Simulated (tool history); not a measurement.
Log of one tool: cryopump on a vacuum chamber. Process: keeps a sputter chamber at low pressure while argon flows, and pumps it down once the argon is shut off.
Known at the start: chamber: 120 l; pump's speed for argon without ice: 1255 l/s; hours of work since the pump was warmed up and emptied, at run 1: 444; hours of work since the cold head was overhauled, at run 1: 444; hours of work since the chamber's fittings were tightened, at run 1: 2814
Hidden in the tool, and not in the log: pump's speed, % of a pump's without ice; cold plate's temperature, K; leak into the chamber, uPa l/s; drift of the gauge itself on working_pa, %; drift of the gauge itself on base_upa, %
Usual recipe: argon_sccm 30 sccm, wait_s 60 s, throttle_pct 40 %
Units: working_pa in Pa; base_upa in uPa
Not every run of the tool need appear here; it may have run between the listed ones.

run,hour,argon_sccm,wait_s,throttle_pct,hours of work since the pump was warmed up and emptied,hours of work since the cold head was overhauled,hours of work since the chamber's fittings were tightened,working_pa,base_upa
1,0,30,60,40,444,444,2814,0.1076,3.38
2,37,30,60,40,462,462,2833,0.1078,3.55
3,74.6,30,60,40,482,482,2852,0.1084,3.61
4,116.1,30,60,23,503,503,2873,0.1824,3.66
5,141.2,30,60,23,515,515,2886,0.1843,3.73
6,163.8,30,60,23,527,527,2897,0.1839,3.73
7,190,30,60,23,540,540,2911,0.1842,3.75
8,221,30,60,23,556,556,2926,0.1842,3.84
# hour 235.1: pump warmed up, emptied and cooled again
9,251.6,30,60,23,8,569,2939,0.1769,3.37
10,276.6,30,60,23,21,582,2952,0.1765,3.22
11,319.2,30,60,40,43,604,2974,0.1023,3.28
12,353.9,30,60,40,60,621,2992,0.102,3.39
13,376.5,30,60,40,72,633,3003,0.1011,3.3
14,407.6,30,60,40,88,649,3019,0.1018,3.42
# hour 411.5: leaking fittings of the chamber tightened, without venting
15,429.9,30,60,40,98,659,9,0.1037,0.7
16,463,30,60,40,115,676,26,0.1022,0.7
17,498.5,30,60,40,133,694,44,0.1037,0.74
18,543.9,60,43,40,156,717,67,0.2075,0.93
19,582.3,60,43,40,176,737,87,0.2066,0.94
20,609.6,16,234,21,190,750,101,0.1051,0.47
21,634.1,16,234,21,202,763,113,0.1042,0.49
22,679.7,16,234,17,225,786,137,0.1285,0.55
23,712.1,30,60,19,242,803,153,0.2157,0.85
24,740.1,30,70,54,256,817,167,0.0777,0.86
25,777,30,70,54,275,836,186,0.0786,0.78
26,816,25,121,54,295,856,206,0.0662,0.72
27,843.6,30,62,26,309,870,220,0.1594,0.95
28,883.1,30,62,26,329,890,240,0.1599,0.89
29,925,32,62,15,350,911,261,0.2942,0.98
30,945.1,32,62,15,360,921,272,0.292,0.92
31,988.6,45,140,40,383,943,294,0.1606,0.75

What does the tool deliver on the next run?
32,1022.1,13,25,52,400,960,311,?,?

Run 32 yielded working_pa 0.0371 Pa, base_upa 1.57 uPa.
Take away the tool's hidden state, keep the run-to-run variation as it was, and the same run would have given working_pa 0.0344 Pa, base_upa 1.19 uPa.
